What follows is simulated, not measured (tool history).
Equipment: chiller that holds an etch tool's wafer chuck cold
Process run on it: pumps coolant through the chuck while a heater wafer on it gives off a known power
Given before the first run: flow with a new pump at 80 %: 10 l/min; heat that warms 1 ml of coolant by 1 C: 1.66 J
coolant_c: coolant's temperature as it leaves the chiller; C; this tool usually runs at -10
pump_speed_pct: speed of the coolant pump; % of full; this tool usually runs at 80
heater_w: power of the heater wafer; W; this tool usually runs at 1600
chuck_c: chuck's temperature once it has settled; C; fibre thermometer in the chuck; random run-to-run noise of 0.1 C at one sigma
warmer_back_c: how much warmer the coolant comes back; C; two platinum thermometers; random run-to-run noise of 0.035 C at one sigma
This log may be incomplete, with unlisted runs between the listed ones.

run     day  coolant_c  pump_speed_pct  heater_w  chuck_c  warmer_back_c
  1       0        -10              80      1600      5.1            5.8
  2   2.583        -15              80      1600      0.1            5.8
  3   6.533        -15              80      1600      0.2           5.77
  4   9.317        -15              80      1600      0.3           5.71
  5  11.729        -10              80      1600        5           5.74
  6  13.671        -10              80      1600      5.2           5.78
  7  16.604        -10              80      1600      5.1           5.73
  8  19.975        -10              80      1600      5.1           5.76
  9  23.967        -10              80      1600      5.2           5.68
 10  26.571        -10              80      1600      5.2           5.69
 11  29.867        -10              80      1600      5.2           5.74
 12  31.829         -5              80      1600     10.2           5.62
 13   35.15         -5              80      1600     10.2            5.7
 14  36.808        -10              80      1600      5.1           5.75
 15  40.171        -10              80      1227      1.6           4.34
 16  41.867        -10              80      1227      1.7           4.33
 17  43.517         -2              80      1503     12.3           5.35
 18  46.088        -19              86      2326        2           7.66
 19  48.412        -16              69      2326        9           9.79
 20  52.071        -13              69      1420      2.2           5.99
 21  54.054         -9              80      1411      4.4           4.98
 22  56.729        -13              72      2168      9.6           8.67
 23  58.779        -13              72      2168      9.6           8.72
 24  62.392         -2              97      2168     15.5           6.09
 25  65.125        -14              68      1352      0.7           5.75
 26  67.442        -13              96      1041     -4.6           2.81
 27  70.583         -6              73      1927     13.7           7.54
 28  73.638         -6              88      1927     10.8           6.08
 29  75.942        -10              82      1088      0.1           3.65

Predict each of these 4 candidate next runs independently; none follows another, all start after run 29:
     78.742  -- chiller's thermometer calibrated
  A  79.558        -19              82      1088        ?              ?
     78.742  -- chiller's thermometer calibrated
  B  79.558        -10              83       826        ?              ?
     78.742  -- chiller's thermometer calibrated
  C  79.558        -14              91       817        ?              ?
     78.742  -- chiller's thermometer calibrated
  D  79.558        -13              86      1809        ?              ?

run  chuck_c  warmer_back_c
  A       -9           3.65
  B     -2.4           2.62
  C     -7.3           2.39
  D      3.2           5.95
Without the tool's hidden state the same runs would have given:
run  chuck_c  warmer_back_c
  A       -9           3.82
  B     -2.4           2.79
  C     -7.3           2.56
  D      3.1           6.12

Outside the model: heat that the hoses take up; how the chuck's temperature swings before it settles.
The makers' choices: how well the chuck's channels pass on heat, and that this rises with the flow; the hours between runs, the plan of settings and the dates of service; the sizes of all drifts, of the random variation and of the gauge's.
